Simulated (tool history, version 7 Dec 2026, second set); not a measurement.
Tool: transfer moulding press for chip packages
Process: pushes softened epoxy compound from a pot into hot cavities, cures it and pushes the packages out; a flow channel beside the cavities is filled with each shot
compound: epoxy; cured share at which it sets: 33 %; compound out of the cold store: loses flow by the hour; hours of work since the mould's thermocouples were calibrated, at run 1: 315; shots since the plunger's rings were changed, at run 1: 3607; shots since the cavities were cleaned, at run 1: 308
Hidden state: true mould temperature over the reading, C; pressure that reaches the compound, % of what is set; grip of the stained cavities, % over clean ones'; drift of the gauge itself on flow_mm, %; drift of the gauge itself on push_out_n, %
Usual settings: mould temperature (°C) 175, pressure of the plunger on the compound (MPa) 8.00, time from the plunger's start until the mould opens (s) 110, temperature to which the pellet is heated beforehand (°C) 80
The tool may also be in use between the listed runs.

run	hour	mould temperature (°C)	pressure of the plunger on the compound (MPa)	time from the plunger's start until the mould opens (s)	temperature to which the pellet is heated beforehand (°C)	hours of work since the mould's thermocouples were calibrated	shots since the plunger's rings were changed	shots since the cavities were cleaned	incoming compound's hours out of the cold store	length that the compound runs in the flow channel (mm)	greatest force on the pins that push the packages out (N)
1	0.0	175	8.00	110	80	315	3607	308	18.5	563	461
2	17.0	175	8.00	110	80	322	3723	424	36.2	530	462
3	32.3	175	8.00	110	82	328	3827	528	22.2	556	463
4	46.8	168	8.00	110	80	334	3926	627	22.8	573	663
5	65.3	168	8.00	110	80	341	4052	753	31.3	562	641
6	86.4	168	8.00	110	80	350	4196	897	42.6	533	629
7	105.8	168	8.00	110	80	358	4328	1029	12.5	598	667
8	117.4	168	8.00	95	80	363	4407	1108	8.4	605	928
# hour 126.4: cavities cleaned with cleaning compound and waxed
9	135.7	175	6.53	110	80	370	4521	63	38.9	468	474
10	147.8	175	6.53	110	80	374	4604	146	42.7	459	461
11	159.6	175	6.53	110	80	379	4685	227	39.6	468	451
12	176.9	175	6.53	110	80	386	4802	344	28.6	499	476
# hour 195.2: plunger's sealing rings changed
13	199.9	175	6.53	110	80	395	32	484	10.3	533	475
14	212.8	175	6.53	129	80	400	120	572	25.7	496	410
15	224.9	175	8.00	132	82	405	202	654	29.0	546	423
16	238.8	169	8.00	114	79	411	297	749	32.4	550	563
17	256.1	179	8.00	116	80	418	415	867	41.9	510	440
18	270.9	179	8.99	125	80	424	516	968	31.1	564	424
19	286.7	179	8.99	125	80	430	623	1075	45.6	524	410
# hour 299.8: cavities cleaned with cleaning compound and waxed
20	303.1	179	8.99	125	80	436	724	22	8.7	624	411
21	324.2	175	7.92	110	80	445	868	166	11.5	578	462
22	340.6	175	8.00	110	73	451	980	278	19.0	569	485
23	353.5	171	8.00	146	81	457	1068	366	39.2	537	435
24	367.8	175	8.00	95	80	462	1165	463	23.7	555	564
25	389.6	173	8.00	110	80	471	1314	612	23.9	561	499
26	408.1	173	8.00	110	80	479	1440	738	13.1	590	515
27	424.2	173	8.00	110	80	485	1550	848	16.7	579	507
28	436.6	175	8.00	93	80	490	1634	932	21.0	567	602

Forecast each of these 3 alternatives for the next run:
# hour 441.7: mould's thermocouples calibrated
A	458.9	180	8.00	136	87	7	1772	1070	25.5	?	?
# hour 441.7: mould's thermocouples calibrated
B	458.9	175	9.00	93	80	7	1772	1070	31.7	?	?
# hour 441.7: mould's thermocouples calibrated
C	458.9	170	8.00	93	80	7	1772	1070	13.4	?	?

run	length that the compound runs in the flow channel (mm)	greatest force on the pins that push the packages out (N)
A	539	421
B	566	599
C	587	833
Without the tool's hidden state the same runs would have given:
run	length that the compound runs in the flow channel (mm)	greatest force on the pins that push the packages out (N)
A	540	412
B	566	586
C	588	816
